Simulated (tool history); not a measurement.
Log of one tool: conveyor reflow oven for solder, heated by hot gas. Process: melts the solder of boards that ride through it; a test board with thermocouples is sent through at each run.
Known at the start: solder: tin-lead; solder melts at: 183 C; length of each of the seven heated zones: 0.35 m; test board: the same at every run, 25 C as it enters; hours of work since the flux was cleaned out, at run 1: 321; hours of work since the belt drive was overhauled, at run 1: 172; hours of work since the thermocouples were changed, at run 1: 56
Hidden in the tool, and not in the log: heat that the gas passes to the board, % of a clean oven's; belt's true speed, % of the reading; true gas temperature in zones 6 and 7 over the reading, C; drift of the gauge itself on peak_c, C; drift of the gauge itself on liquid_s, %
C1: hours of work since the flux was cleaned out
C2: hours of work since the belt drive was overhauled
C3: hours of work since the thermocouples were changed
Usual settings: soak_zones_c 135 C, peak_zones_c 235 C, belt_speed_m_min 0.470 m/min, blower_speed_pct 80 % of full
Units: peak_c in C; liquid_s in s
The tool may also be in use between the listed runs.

{"run": 1, "hour": 0.0, "soak_zones_c": 135, "peak_zones_c": 235, "belt_speed_m_min": 0.47, "blower_speed_pct": 80, "C1": 321, "C2": 172, "C3": 56, "peak_c": 223.0, "liquid_s": 71.4}
{"run": 2, "hour": 8.1, "soak_zones_c": 135, "peak_zones_c": 235, "belt_speed_m_min": 0.47, "blower_speed_pct": 80, "C1": 326, "C2": 176, "C3": 60, "peak_c": 221.4, "liquid_s": 71.0}
{"run": 3, "hour": 12.9, "soak_zones_c": 135, "peak_zones_c": 244, "belt_speed_m_min": 0.47, "blower_speed_pct": 80, "C1": 328, "C2": 179, "C3": 63, "peak_c": 230.3, "liquid_s": 76.9}
{"run": 4, "hour": 21.4, "soak_zones_c": 135, "peak_zones_c": 235, "belt_speed_m_min": 0.47, "blower_speed_pct": 80, "C1": 333, "C2": 184, "C3": 68, "peak_c": 222.1, "liquid_s": 70.7}
{"run": 5, "hour": 25.9, "soak_zones_c": 135, "peak_zones_c": 235, "belt_speed_m_min": 0.47, "blower_speed_pct": 80, "C1": 336, "C2": 186, "C3": 70, "peak_c": 222.8, "liquid_s": 71.0}
{"run": 6, "hour": 33.5, "soak_zones_c": 135, "peak_zones_c": 235, "belt_speed_m_min": 0.47, "blower_speed_pct": 80, "C1": 340, "C2": 191, "C3": 75, "peak_c": 221.9, "liquid_s": 70.4}
{"run": 7, "hour": 41.6, "soak_zones_c": 135, "peak_zones_c": 235, "belt_speed_m_min": 0.47, "blower_speed_pct": 80, "C1": 345, "C2": 195, "C3": 79, "peak_c": 221.5, "liquid_s": 70.8}
{"run": 8, "hour": 51.9, "soak_zones_c": 135, "peak_zones_c": 235, "belt_speed_m_min": 0.47, "blower_speed_pct": 80, "C1": 351, "C2": 201, "C3": 85, "peak_c": 221.9, "liquid_s": 71.2}
{"run": 9, "hour": 56.8, "soak_zones_c": 135, "peak_zones_c": 235, "belt_speed_m_min": 0.47, "blower_speed_pct": 80, "C1": 353, "C2": 204, "C3": 88, "peak_c": 221.3, "liquid_s": 70.7}
{"run": 10, "hour": 67.0, "soak_zones_c": 135, "peak_zones_c": 235, "belt_speed_m_min": 0.47, "blower_speed_pct": 80, "C1": 359, "C2": 210, "C3": 94, "peak_c": 221.9, "liquid_s": 71.0}
{"run": 11, "hour": 75.2, "soak_zones_c": 135, "peak_zones_c": 235, "belt_speed_m_min": 0.47, "blower_speed_pct": 80, "C1": 364, "C2": 214, "C3": 98, "peak_c": 222.1, "liquid_s": 70.1}
{"run": 12, "hour": 81.1, "soak_zones_c": 135, "peak_zones_c": 235, "belt_speed_m_min": 0.47, "blower_speed_pct": 80, "C1": 367, "C2": 218, "C3": 102, "peak_c": 221.8, "liquid_s": 70.1}
{"run": 13, "hour": 91.3, "soak_zones_c": 135, "peak_zones_c": 235, "belt_speed_m_min": 0.47, "blower_speed_pct": 80, "C1": 373, "C2": 224, "C3": 108, "peak_c": 221.6, "liquid_s": 71.5}
{"run": 14, "hour": 102.0, "soak_zones_c": 135, "peak_zones_c": 235, "belt_speed_m_min": 0.47, "blower_speed_pct": 80, "C1": 379, "C2": 230, "C3": 114, "peak_c": 222.1, "liquid_s": 71.3}
{"run": 15, "hour": 107.6, "soak_zones_c": 135, "peak_zones_c": 235, "belt_speed_m_min": 0.47, "blower_speed_pct": 80, "C1": 382, "C2": 233, "C3": 117, "peak_c": 222.6, "liquid_s": 70.8}
{"run": 16, "hour": 112.2, "soak_zones_c": 129, "peak_zones_c": 247, "belt_speed_m_min": 0.411, "blower_speed_pct": 80, "C1": 385, "C2": 236, "C3": 120, "peak_c": 236.0, "liquid_s": 89.9}
{"run": 17, "hour": 120.7, "soak_zones_c": 135, "peak_zones_c": 231, "belt_speed_m_min": 0.41, "blower_speed_pct": 80, "C1": 390, "C2": 240, "C3": 124, "peak_c": 221.3, "liquid_s": 82.4}
{"run": 18, "hour": 126.9, "soak_zones_c": 135, "peak_zones_c": 236, "belt_speed_m_min": 0.47, "blower_speed_pct": 80, "C1": 393, "C2": 244, "C3": 128, "peak_c": 222.2, "liquid_s": 70.6}
{"run": 19, "hour": 136.7, "soak_zones_c": 144, "peak_zones_c": 235, "belt_speed_m_min": 0.47, "blower_speed_pct": 80, "C1": 399, "C2": 250, "C3": 134, "peak_c": 222.4, "liquid_s": 75.7}
{"run": 20, "hour": 144.3, "soak_zones_c": 144, "peak_zones_c": 235, "belt_speed_m_min": 0.47, "blower_speed_pct": 80, "C1": 403, "C2": 254, "C3": 138, "peak_c": 222.3, "liquid_s": 74.2}
{"run": 21, "hour": 155.2, "soak_zones_c": 135, "peak_zones_c": 235, "belt_speed_m_min": 0.426, "blower_speed_pct": 80, "C1": 410, "C2": 260, "C3": 144, "peak_c": 224.3, "liquid_s": 81.4}
{"run": 22, "hour": 165.1, "soak_zones_c": 135, "peak_zones_c": 235, "belt_speed_m_min": 0.426, "blower_speed_pct": 80, "C1": 415, "C2": 266, "C3": 150, "peak_c": 224.2, "liquid_s": 80.8}
{"run": 23, "hour": 171.3, "soak_zones_c": 123, "peak_zones_c": 230, "belt_speed_m_min": 0.551, "blower_speed_pct": 66, "C1": 419, "C2": 269, "C3": 153, "peak_c": 204.9, "liquid_s": 40.5}
{"run": 24, "hour": 177.0, "soak_zones_c": 123, "peak_zones_c": 230, "belt_speed_m_min": 0.551, "blower_speed_pct": 66, "C1": 422, "C2": 272, "C3": 157, "peak_c": 204.8, "liquid_s": 39.7}
{"run": 25, "hour": 184.8, "soak_zones_c": 123, "peak_zones_c": 230, "belt_speed_m_min": 0.551, "blower_speed_pct": 66, "C1": 426, "C2": 277, "C3": 161, "peak_c": 205.7, "liquid_s": 40.6}
{"run": 26, "hour": 190.3, "soak_zones_c": 135, "peak_zones_c": 234, "belt_speed_m_min": 0.451, "blower_speed_pct": 80, "C1": 430, "C2": 280, "C3": 164, "peak_c": 221.0, "liquid_s": 73.7}
{"run": 27, "hour": 198.0, "soak_zones_c": 135, "peak_zones_c": 234, "belt_speed_m_min": 0.451, "blower_speed_pct": 80, "C1": 434, "C2": 285, "C3": 169, "peak_c": 221.9, "liquid_s": 73.5}
{"run": 28, "hour": 202.5, "soak_zones_c": 135, "peak_zones_c": 235, "belt_speed_m_min": 0.47, "blower_speed_pct": 89, "C1": 437, "C2": 287, "C3": 171, "peak_c": 223.3, "liquid_s": 72.1}
{"run": 29, "hour": 208.9, "soak_zones_c": 130, "peak_zones_c": 235, "belt_speed_m_min": 0.438, "blower_speed_pct": 80, "C1": 440, "C2": 291, "C3": 175, "peak_c": 221.7, "liquid_s": 75.3}

3 ways to go on from here, each from the tool as it stands after run 29. What would each give?
{"run": "A", "hour": 218.8, "soak_zones_c": 130, "peak_zones_c": 235, "belt_speed_m_min": 0.541, "blower_speed_pct": 89, "C1": 446, "C2": 296, "C3": 180, "peak_c": "?", "liquid_s": "?"}
{"run": "B", "hour": 218.8, "soak_zones_c": 130, "peak_zones_c": 231, "belt_speed_m_min": 0.384, "blower_speed_pct": 80, "C1": 446, "C2": 296, "C3": 180, "peak_c": "?", "liquid_s": "?"}
{"run": "C", "hour": 218.8, "soak_zones_c": 134, "peak_zones_c": 235, "belt_speed_m_min": 0.412, "blower_speed_pct": 73, "C1": 446, "C2": 296, "C3": 180, "peak_c": "?", "liquid_s": "?"}

run=A peak_c=217.5 liquid_s=55.0
run=B peak_c=221.4 liquid_s=86.1
run=C peak_c=222.9 liquid_s=81.8
Without the tool's hidden state the same runs would have given:
run=A peak_c=222.1 liquid_s=59.0
run=B peak_c=224.2 liquid_s=89.3
run=C peak_c=225.9 liquid_s=84.6
